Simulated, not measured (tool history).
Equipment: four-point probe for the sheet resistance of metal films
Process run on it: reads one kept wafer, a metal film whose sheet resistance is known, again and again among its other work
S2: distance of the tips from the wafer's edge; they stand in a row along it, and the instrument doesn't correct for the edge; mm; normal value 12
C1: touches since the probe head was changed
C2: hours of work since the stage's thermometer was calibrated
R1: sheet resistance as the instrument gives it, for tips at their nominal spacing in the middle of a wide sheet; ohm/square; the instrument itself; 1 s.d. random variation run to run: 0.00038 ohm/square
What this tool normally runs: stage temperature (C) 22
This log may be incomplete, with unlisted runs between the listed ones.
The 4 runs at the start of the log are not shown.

Run 5, hour 144.2: usual settings; C1 58759; C2 61. Result: R1 1.92409 ohm/square.
Run 6, hour 200.6: usual settings; C1 61882; C2 98. Result: R1 1.923785 ohm/square.
Run 7, hour 244.6: usual settings but S2 13 mm; C1 64314; C2 127. Result: R1 1.924299 ohm/square.
Run 8, hour 294.9: usual settings but S2 13 mm; C1 67096; C2 160. Result: R1 1.92358 ohm/square.
Run 9, hour 332.5: usual settings but S2 13 mm; C1 69181; C2 185. Result: R1 1.923415 ohm/square.
Run 10, hour 389: usual settings but S2 22 mm; C1 72304; C2 222. Result: R1 1.921972 ohm/square.
Run 11, hour 424.4: usual settings; C1 74264; C2 245. Result: R1 1.924634 ohm/square.
Run 12, hour 452.8: usual settings but S2 23 mm; C1 75835; C2 263. Result: R1 1.922507 ohm/square.
Run 13, hour 504.3: usual settings; C1 78680; C2 297. Result: R1 1.924444 ohm/square.
Run 14, hour 556.4: usual settings; C1 81567; C2 331. Result: R1 1.924296 ohm/square.
Run 15, hour 582.7: usual settings; C1 83018; C2 348. Result: R1 1.923227 ohm/square.
Run 16, hour 627: usual settings; C1 85472; C2 377. Result: R1 1.924143 ohm/square.
Run 17, hour 674.2: usual settings; C1 88080; C2 408. Result: R1 1.923975 ohm/square.
Run 18, hour 707.4: usual settings; C1 89915; C2 430. Result: R1 1.923338 ohm/square.
Run 19, hour 734.5: usual settings but stage temperature (C) 18; C1 91417; C2 448. Result: R1 1.923363 ohm/square.
At hour 740: new probe head fitted.
Run 20, hour 767.8: usual settings; C1 1541; C2 469. Result: R1 1.923735 ohm/square.
Run 21, hour 817.5: usual settings but stage temperature (C) 32; C1 4285; C2 502. Result: R1 1.925735 ohm/square.
Run 22, hour 870.9: usual settings but stage temperature (C) 32; C1 7244; C2 537. Result: R1 1.92564 ohm/square.
Run 23, hour 926.9: usual settings but stage temperature (C) 28; C1 10342; C2 573. Result: R1 1.924901 ohm/square.
Run 24, hour 953.6: usual settings but stage temperature (C) 28, S2 52 mm; C1 11819; C2 591. Result: R1 1.922673 ohm/square.
Run 25, hour 999.7: usual settings but stage temperature (C) 32, S2 4 mm; C1 14367; C2 621. Result: R1 1.940001 ohm/square.
Run 26, hour 1024.1: usual settings but stage temperature (C) 23, S2 50 mm; C1 15719; C2 637. Result: R1 1.922978 ohm/square.
Run 27, hour 1069.5: usual settings but stage temperature (C) 26, S2 15 mm; C1 18230; C2 667. Result: R1 1.923656 ohm/square.
Run 28, hour 1123.4: usual settings but stage temperature (C) 21, S2 17 mm; C1 21212; C2 702. Result: R1 1.922309 ohm/square.

What does the tool deliver on the next run?
Run 29, hour 1151.8: usual settings but stage temperature (C) 25, S2 6 mm; C1 22779; C2 720. Result: R1 ?.

{"run 29": {"R1": 1.929932}}
Take away the tool's hidden state, keep the run-to-run variation as it was, and the same run would have given R1 1.930033 ohm/square.
